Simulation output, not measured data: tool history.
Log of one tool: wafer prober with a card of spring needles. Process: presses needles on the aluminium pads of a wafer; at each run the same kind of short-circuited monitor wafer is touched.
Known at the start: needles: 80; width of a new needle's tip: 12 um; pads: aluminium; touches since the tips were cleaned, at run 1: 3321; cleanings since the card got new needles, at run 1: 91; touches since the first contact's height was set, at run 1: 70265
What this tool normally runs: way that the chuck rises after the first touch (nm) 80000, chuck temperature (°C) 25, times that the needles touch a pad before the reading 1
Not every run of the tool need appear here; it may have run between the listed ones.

run   hour  way that the chuck rises after the first touch (nm)  chuck temperature (°C)  times that the needles touch a pad before the reading  touches since the tips were cleaned  cleanings since the card got new needles  touches since the first contact's height was set  resistance of one needle with its contact and lead (mohm)  way that a needle slides on the pad (nm)
  1      0                                                80000                      25                                                      1                                 3321                                        91                                             70265                                                        225                                     15290
       1.5  -- tips cleaned on abrasive film
       8.4  -- tips cleaned on abrasive film
  2   13.2                                                80000                      25                                                      1                                 3017                                        93                                             78373                                                        231                                     15200
      14.8  -- tips cleaned on abrasive film
      20.7  -- tips cleaned on abrasive film
      27.6  -- tips cleaned on abrasive film
  3   29.7                                                80000                      25                                                      1                                 1348                                        96                                             88482                                                        221                                     15120
      33.7  -- tips cleaned on abrasive film
      40.6  -- tips cleaned on abrasive film
      47.2  -- tips cleaned on abrasive film
  4   50.2                                                80000                      25                                                      1                                 1837                                        99                                            101037                                                        227                                     15140
      54.6  -- tips cleaned on abrasive film
      60.4  -- height of the first contact set anew
  5   60.4                                                94000                      25                                                      1                                 3435                                       100                                                 0                                                        221                                     18200
      61.5  -- tips cleaned on abrasive film
      68.4  -- tips cleaned on abrasive film
      75.4  -- tips cleaned on abrasive film
      82.4  -- tips cleaned on abrasive film
  6   84.8                                                94000                      25                                                      1                                 1541                                       104                                             14989                                                        216                                     18150
      89.3  -- tips cleaned on abrasive film
      95.7  -- tips cleaned on abrasive film
      98.7  -- tips cleaned on abrasive film, once more
     105.4  -- tips cleaned on abrasive film
  7  105.4                                                94000                      25                                                      1                                    0                                       108                                             27582                                                        209                                     18130
     111.3  -- tips cleaned on abrasive film
     118.7  -- tips cleaned on abrasive film
     124.8  -- tips cleaned on abrasive film
  8  124.8                                                80000                      25                                                      1                                    0                                       111                                             39439                                                        206                                     15400
     131.8  -- tips cleaned on abrasive film
     138.6  -- tips cleaned on abrasive film
     144.5  -- tips cleaned on abrasive film
  9  145.5                                                76000                      25                                                      1                                  673                                       114                                             52207                                                        215                                     14570
     151.4  -- tips cleaned on abrasive film
     158.6  -- tips cleaned on abrasive film
 10  163.2                                                76000                      25                                                      1                                 2899                                       116                                             63113                                                        237                                     14510
     164.8  -- tips cleaned on abrasive film
     171.7  -- tips cleaned on abrasive film
 11  175.1                                                76000                      25                                                      1                                 2128                                       118                                             70369                                                        230                                     14500
     178.1  -- tips cleaned on abrasive film
     184.6  -- tips cleaned on abrasive film
 12  188.8                                                76000                      25                                                      1                                 2624                                       120                                             78810                                                        232                                     14480
     191.7  -- tips cleaned on abrasive film
     198.3  -- tips cleaned on abrasive film
     204.2  -- tips cleaned on abrasive film
 13  209.2                                                76000                      25                                                      1                                 3169                                       123                                             91355                                                        236                                     14440
     210.4  -- tips cleaned on abrasive film
     217.8  -- tips cleaned on abrasive film
 14  220.3                                                80000                      25                                                      1                                 1580                                       125                                             98149                                                        224                                     15180
     224.6  -- tips cleaned on abrasive film
     231.8  -- tips cleaned on abrasive film
       235  -- height of the first contact set anew
       238  -- tips cleaned on abrasive film
 15  243.6                                                80000                      25                                                      1                                 3510                                       128                                              5320                                                        235                                     15490
     245.2  -- tips cleaned on abrasive film
     251.5  -- tips cleaned on abrasive film
     258.4  -- tips cleaned on abrasive film
     265.4  -- tips cleaned on abrasive film
 16    266                                                78000                      25                                                      1                                  396                                       132                                             19007                                                        211                                     15060
     271.9  -- tips cleaned on abrasive film
 17  276.8                                                82000                      26                                                      1                                 3066                                       133                                             25691                                                        230                                     15820
     278.3  -- tips cleaned on abrasive film
     285.2  -- tips cleaned on abrasive film
 18  289.3                                                71000                      52                                                      1                                 2582                                       135                                             33365                                                        243                                     13650
     292.3  -- tips cleaned on abrasive film
     298.2  -- tips cleaned on abrasive film
     304.8  -- tips cleaned on abrasive film
 19  309.8                                                71000                      52                                                      1                                 3104                                       138                                             45950                                                        246                                     13670
     311.1  -- tips cleaned on abrasive film
     317.8  -- tips cleaned on abrasive film
 20  321.8                                                71000                      31                                                      2                                 2509                                       140                                             53279                                                        225                                     13660
     324.8  -- tips cleaned on abrasive film
     331.2  -- tips cleaned on abrasive film
     338.5  -- tips cleaned on abrasive film
 21  343.2                                                71000                      76                                                      2                                 2874                                       143                                             66411                                                        236                                     13580
     344.6  -- tips cleaned on abrasive film
     351.6  -- tips cleaned on abrasive film
     357.5  -- tips cleaned on abrasive film
     364.5  -- tips cleaned on abrasive film
 22  366.3                                                74000                     110                                                      1                                 1163                                       147                                             80617                                                        240                                     14100
     370.8  -- tips cleaned on abrasive film
     377.8  -- tips cleaned on abrasive film
     383.7  -- tips cleaned on abrasive film
 23  389.4                                                71000                      38                                                      1                                 3546                                       150                                             94772                                                        246                                     13460
     390.6  -- tips cleaned on abrasive film
     397.2  -- tips cleaned on abrasive film
     404.6  -- tips cleaned on abrasive film
 24  406.8                                                84000                      58                                                      2                                 1365                                       153                                            105445                                                        220                                     16030
       410  -- height of the first contact set anew
     411.5  -- tips cleaned on abrasive film
     418.5  -- tips cleaned on abrasive film
     424.6  -- tips cleaned on abrasive film
 25  424.6                                                74000                      94                                                      2                                    0                                       156                                              8899                                                        219                                     14310
     431.7  -- tips cleaned on abrasive film
     438.9  -- tips cleaned on abrasive film
 26  443.5                                                74000                      94                                                      2                                 2833                                       158                                             20569                                                        236                                     14270
       445  -- tips cleaned on abrasive film
     451.7  -- tips cleaned on abrasive film
 27  457.4                                                80000                      94                                                      2                                 3564                                       160                                             29126                                                        238                                     15420
       459  -- tips cleaned on abrasive film
     465.8  -- tips cleaned on abrasive film
     472.7  -- tips cleaned on abrasive film
 28  477.5                                                80000                      94                                                      2                                 2955                                       163                                             41435                                                        234                                     15410
     478.9  -- tips cleaned on abrasive film
     485.7  -- tips cleaned on abrasive film
 29  488.1                                                80000                      94                                                      2                                 1488                                       165                                             47923                                                        230                                     15380
     492.2  -- tips cleaned on abrasive film
     499.3  -- tips cleaned on abrasive film
     506.1  -- tips cleaned on abrasive film
 30  506.8                                                77000                      48                                                      2                                  451                                       168                                             59416                                                        218                                     14730

Predict each of these 3 candidate next runs independently; none follows another, all start after run 30:
     512.5  -- tips cleaned on abrasive film
  A   518                                                84000                      25                                                      1                                 3445                                       169                                             66366                                                          ?                                         ?
     512.5  -- tips cleaned on abrasive film
  B   518                                                81000                      87                                                      1                                 3445                                       169                                             66366                                                          ?                                         ?
     512.5  -- tips cleaned on abrasive film
  C   518                                                80000                      29                                                      1                                 3445                                       169                                             66366                                                          ?                                         ?

run  resistance of one needle with its contact and lead (mohm)  way that a needle slides on the pad (nm)
  A                                                        230                                     16100
  B                                                        249                                     15540
  C                                                        239                                     15300
Without the tool's unlogged condition, the same runs would have read:
run  resistance of one needle with its contact and lead (mohm)  way that a needle slides on the pad (nm)
  A                                                        198                                     16280
  B                                                        217                                     15720
  C                                                        203                                     15480
